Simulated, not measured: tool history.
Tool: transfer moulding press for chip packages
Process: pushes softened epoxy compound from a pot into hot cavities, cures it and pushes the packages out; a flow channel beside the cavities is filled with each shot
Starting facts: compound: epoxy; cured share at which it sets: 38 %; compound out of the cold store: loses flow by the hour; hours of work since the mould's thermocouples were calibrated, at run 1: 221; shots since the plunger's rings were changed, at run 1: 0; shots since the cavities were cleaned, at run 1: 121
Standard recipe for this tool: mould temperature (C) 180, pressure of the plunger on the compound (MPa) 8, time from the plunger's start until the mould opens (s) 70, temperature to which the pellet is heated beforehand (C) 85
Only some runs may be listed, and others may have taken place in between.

run,hour,mould temperature (C),pressure of the plunger on the compound (MPa),time from the plunger's start until the mould opens (s),temperature to which the pellet is heated beforehand (C),hours of work since the mould's thermocouples were calibrated,shots since the plunger's rings were changed,shots since the cavities were cleaned,incoming compound's hours out of the cold store,length that the compound runs in the flow channel (mm),greatest force on the pins that push the packages out (N)
1,0,180,8,70,85,221,0,121,15.3,570.4,345
# hour 30.5: cavities cleaned with cleaning compound and waxed
2,33.6,177,8,70,85,245,561,54,42.5,511,344
# hour 67.8: cavities cleaned with cleaning compound and waxed
3,76.2,177,8,70,85,274,1281,148,40.7,514.7,382
# hour 104.3: cavities cleaned with cleaning compound and waxed
4,117.2,180,8,85,85,303,1972,225,29.6,530.2,322
# hour 140.8: cavities cleaned with cleaning compound and waxed
5,148.7,180,8.9,70,85,325,2497,139,23,572,338
# hour 162.8: plunger's sealing rings changed
# hour 180.6: cavities cleaned with cleaning compound and waxed
6,197.3,180,8,70,85,357,578,293,24.6,544.8,386
# hour 218: cavities cleaned with cleaning compound and waxed
7,224.3,180,8,70,85,376,1025,111,29.8,531.8,316
8,250.6,184,8.25,70,85,395,1484,570,11.7,573.7,415
# hour 256.2: cavities cleaned with cleaning compound and waxed
9,286.8,180,6.9,107,78,420,2091,535,9.4,535.7,356
# hour 291.7: cavities cleaned with cleaning compound and waxed
10,308.4,180,6.9,101,93,435,2443,292,18.7,511.4,338
# hour 325.7: plunger's sealing rings changed
# hour 329.8: cavities cleaned with cleaning compound and waxed
11,347.2,188,8,70,86,460,350,304,11.8,565.2,337
# hour 368.2: cavities cleaned with cleaning compound and waxed
12,374.7,175,8,70,85,479,805,114,42.7,515.5,420
# hour 404.4: cavities cleaned with cleaning compound and waxed
13,422.2,178,8.96,66,90,512,1610,312,39.5,543.7,444

Forecast each of these 4 alternatives for the next run:
# hour 440.8: cavities cleaned with cleaning compound and waxed
A,449.3,184,9.64,84,90,531,2058,149,27.5,?,?
# hour 440.8: cavities cleaned with cleaning compound and waxed
B,449.3,178,7.65,103,90,531,2058,149,43.1,?,?
# hour 440.8: cavities cleaned with cleaning compound and waxed
C,449.3,180,8.88,70,90,531,2058,149,21.3,?,?
# hour 440.8: cavities cleaned with cleaning compound and waxed
D,449.3,180,7.21,70,75,531,2058,149,25.8,?,?

run,length that the compound runs in the flow channel (mm),greatest force on the pins that push the packages out (N)
A,579.1,303
B,493.6,308
C,578.1,358
D,512.8,363
The same runs, with their run-to-run variation unchanged, on a tool lacking any hidden condition would have given:
run,length that the compound runs in the flow channel (mm),greatest force on the pins that push the packages out (N)
A,586.2,240
B,499.5,245
C,585,278
D,518.9,283
